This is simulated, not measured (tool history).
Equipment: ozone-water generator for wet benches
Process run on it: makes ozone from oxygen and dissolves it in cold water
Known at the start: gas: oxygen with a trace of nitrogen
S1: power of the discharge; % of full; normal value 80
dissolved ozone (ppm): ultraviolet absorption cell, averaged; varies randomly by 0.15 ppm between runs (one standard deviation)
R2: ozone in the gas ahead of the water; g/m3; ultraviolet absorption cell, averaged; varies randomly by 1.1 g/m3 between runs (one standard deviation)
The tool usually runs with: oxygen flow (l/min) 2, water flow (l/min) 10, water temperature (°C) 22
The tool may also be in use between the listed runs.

{"run": 1, "hour": 0.0, "S1": 80, "oxygen flow (l/min)": 2, "water flow (l/min)": 10, "water temperature (°C)": 22, "dissolved ozone (ppm)": 16.9, "R2": 201.5}
{"run": 2, "hour": 81.1, "S1": 80, "oxygen flow (l/min)": 2, "water flow (l/min)": 10, "water temperature (°C)": 22, "dissolved ozone (ppm)": 16.7, "R2": 197.2}
{"run": 3, "hour": 174.1, "S1": 80, "oxygen flow (l/min)": 2, "water flow (l/min)": 10, "water temperature (°C)": 26, "dissolved ozone (ppm)": 16, "R2": 197.3}
{"run": 4, "hour": 240.1, "S1": 80, "oxygen flow (l/min)": 2.33, "water flow (l/min)": 10, "water temperature (°C)": 26, "dissolved ozone (ppm)": 15.9, "R2": 183}
{"run": 5, "hour": 330.6, "S1": 80, "oxygen flow (l/min)": 2.33, "water flow (l/min)": 7, "water temperature (°C)": 26, "dissolved ozone (ppm)": 21.2, "R2": 181.3}
{"run": 6, "hour": 393.6, "S1": 80, "oxygen flow (l/min)": 2.33, "water flow (l/min)": 7, "water temperature (°C)": 26, "dissolved ozone (ppm)": 21.2, "R2": 182.8}
{"hour": 438.6, "done": "contactor cleaned"}
{"run": 7, "hour": 474.0, "S1": 80, "oxygen flow (l/min)": 2.33, "water flow (l/min)": 7, "water temperature (°C)": 26, "dissolved ozone (ppm)": 20.4, "R2": 181.9}
{"run": 8, "hour": 568.2, "S1": 80, "oxygen flow (l/min)": 2.33, "water flow (l/min)": 7, "water temperature (°C)": 26, "dissolved ozone (ppm)": 20.3, "R2": 180.8}
{"run": 9, "hour": 678.1, "S1": 80, "oxygen flow (l/min)": 2.33, "water flow (l/min)": 7, "water temperature (°C)": 26, "dissolved ozone (ppm)": 20.1, "R2": 180.5}
{"hour": 760.9, "done": "water thermometer calibrated"}
{"run": 10, "hour": 774.5, "S1": 80, "oxygen flow (l/min)": 2.33, "water flow (l/min)": 7, "water temperature (°C)": 26, "dissolved ozone (ppm)": 20.4, "R2": 180.5}
{"run": 11, "hour": 858.9, "S1": 80, "oxygen flow (l/min)": 2.33, "water flow (l/min)": 7, "water temperature (°C)": 26, "dissolved ozone (ppm)": 20, "R2": 179.2}
{"hour": 915.7, "done": "contactor cleaned, once more"}
{"run": 12, "hour": 934.6, "S1": 80, "oxygen flow (l/min)": 2, "water flow (l/min)": 10, "water temperature (°C)": 22, "dissolved ozone (ppm)": 17.2, "R2": 192.8}
{"run": 13, "hour": 1026.7, "S1": 45, "oxygen flow (l/min)": 2, "water flow (l/min)": 10, "water temperature (°C)": 22, "dissolved ozone (ppm)": 12.9, "R2": 141.5}
{"run": 14, "hour": 1080.3, "S1": 89, "oxygen flow (l/min)": 2, "water flow (l/min)": 10, "water temperature (°C)": 22, "dissolved ozone (ppm)": 17.9, "R2": 202.2}
{"run": 15, "hour": 1199.0, "S1": 80, "oxygen flow (l/min)": 2, "water flow (l/min)": 10, "water temperature (°C)": 14, "dissolved ozone (ppm)": 18.4, "R2": 189.3}
{"run": 16, "hour": 1302.6, "S1": 80, "oxygen flow (l/min)": 2, "water flow (l/min)": 10, "water temperature (°C)": 14, "dissolved ozone (ppm)": 18.4, "R2": 190.1}
{"run": 17, "hour": 1385.0, "S1": 80, "oxygen flow (l/min)": 2, "water flow (l/min)": 10, "water temperature (°C)": 14, "dissolved ozone (ppm)": 18.4, "R2": 188.4}
{"run": 18, "hour": 1502.2, "S1": 47, "oxygen flow (l/min)": 2.94, "water flow (l/min)": 10, "water temperature (°C)": 14, "dissolved ozone (ppm)": 14.5, "R2": 119.5}
{"run": 19, "hour": 1607.3, "S1": 47, "oxygen flow (l/min)": 3.05, "water flow (l/min)": 8, "water temperature (°C)": 18, "dissolved ozone (ppm)": 16.2, "R2": 116.5}
{"run": 20, "hour": 1659.3, "S1": 47, "oxygen flow (l/min)": 3.05, "water flow (l/min)": 8, "water temperature (°C)": 18, "dissolved ozone (ppm)": 16.1, "R2": 117.4}
{"run": 21, "hour": 1722.0, "S1": 47, "oxygen flow (l/min)": 2, "water flow (l/min)": 10, "water temperature (°C)": 22, "dissolved ozone (ppm)": 12.6, "R2": 143.1}
{"run": 22, "hour": 1800.8, "S1": 47, "oxygen flow (l/min)": 2, "water flow (l/min)": 10, "water temperature (°C)": 22, "dissolved ozone (ppm)": 12.4, "R2": 141.7}
{"run": 23, "hour": 1887.4, "S1": 63, "oxygen flow (l/min)": 1.02, "water flow (l/min)": 11, "water temperature (°C)": 26, "dissolved ozone (ppm)": 11.2, "R2": 230.6}

For run 24, what comes out?
{"run": 24, "hour": 1969.1, "S1": 80, "oxygen flow (l/min)": 2, "water flow (l/min)": 12, "water temperature (°C)": 22, "dissolved ozone (ppm)": "?", "R2": "?"}

Logged for run 24: dissolved ozone (ppm) 13.7, R2 186.5 g/m3.
Take away the tool's hidden state, keep the run-to-run variation as it was, and the same run would have given dissolved ozone (ppm) 15, R2 200.1 g/m3.
